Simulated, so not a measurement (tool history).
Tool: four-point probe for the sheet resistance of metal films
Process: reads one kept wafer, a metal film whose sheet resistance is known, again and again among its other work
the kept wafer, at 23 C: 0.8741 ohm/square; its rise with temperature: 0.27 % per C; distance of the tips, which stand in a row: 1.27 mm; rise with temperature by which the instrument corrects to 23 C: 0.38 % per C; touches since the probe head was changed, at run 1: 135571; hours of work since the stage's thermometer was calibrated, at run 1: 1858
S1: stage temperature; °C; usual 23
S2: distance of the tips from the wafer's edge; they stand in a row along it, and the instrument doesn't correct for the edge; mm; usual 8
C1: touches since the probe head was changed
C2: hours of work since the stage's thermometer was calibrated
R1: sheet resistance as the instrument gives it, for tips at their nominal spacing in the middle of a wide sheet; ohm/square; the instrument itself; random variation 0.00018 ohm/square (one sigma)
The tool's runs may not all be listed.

run,hour,S1,S2,C1,C2,R1
1,0,23,8,135571,1858,0.883067
2,69.1,23,8,139194,1902,0.882996
3,133,23,8,142545,1943,0.882582
4,196,23,8,145853,1983,0.88277
5,267.2,32,8,149590,2028,0.873634
6,311.3,32,5,151901,2057,0.891367
7,364.8,32,5,154709,2091,0.890872
8,403.6,23,8,156744,2115,0.882369
9,449.8,23,8,159164,2145,0.882
# hour 491.7: stage's thermometer calibrated
10,494.4,18,8,161479,2,0.885058
11,553.4,18,29,164574,39,0.874444
12,597.9,18,29,166907,68,0.874598
13,634.5,18,29,168829,91,0.873999
14,667,18,29,170532,112,0.87401
15,709.1,25,29,172741,139,0.866916
16,756.4,23,8,175222,169,0.879526
17,815.1,23,8,178303,207,0.879549
18,896,23,8,182546,258,0.879298
19,951.1,23,8,185434,293,0.879266
20,987.9,25,6,187365,317,0.886005
21,1068.7,25,6,191603,369,0.885874
22,1107.8,31,3,193654,393,0.934756
# hour 1148.5: new probe head fitted
23,1156.3,23,8,412,424,0.883007
24,1222.3,23,8,3876,466,0.883011
25,1297.7,23,8,7827,514,0.883028
26,1375.6,28,5,11918,564,0.895224
27,1420.7,23,3,14282,593,0.946945
28,1472.7,23,3,17008,626,0.94691
29,1529.2,23,3,19975,662,0.946897
30,1604.3,23,3,23911,710,0.946215
31,1644.7,18,36,26032,736,0.876239
32,1703.7,21,46,29124,773,0.873035

Forecast run 33:
33,1767.8,21,46,32488,814,?

Run 33 gave R1 0.872384 ohm/square.
Without the tool's hidden state the same run would have given R1 0.876246 ohm/square.
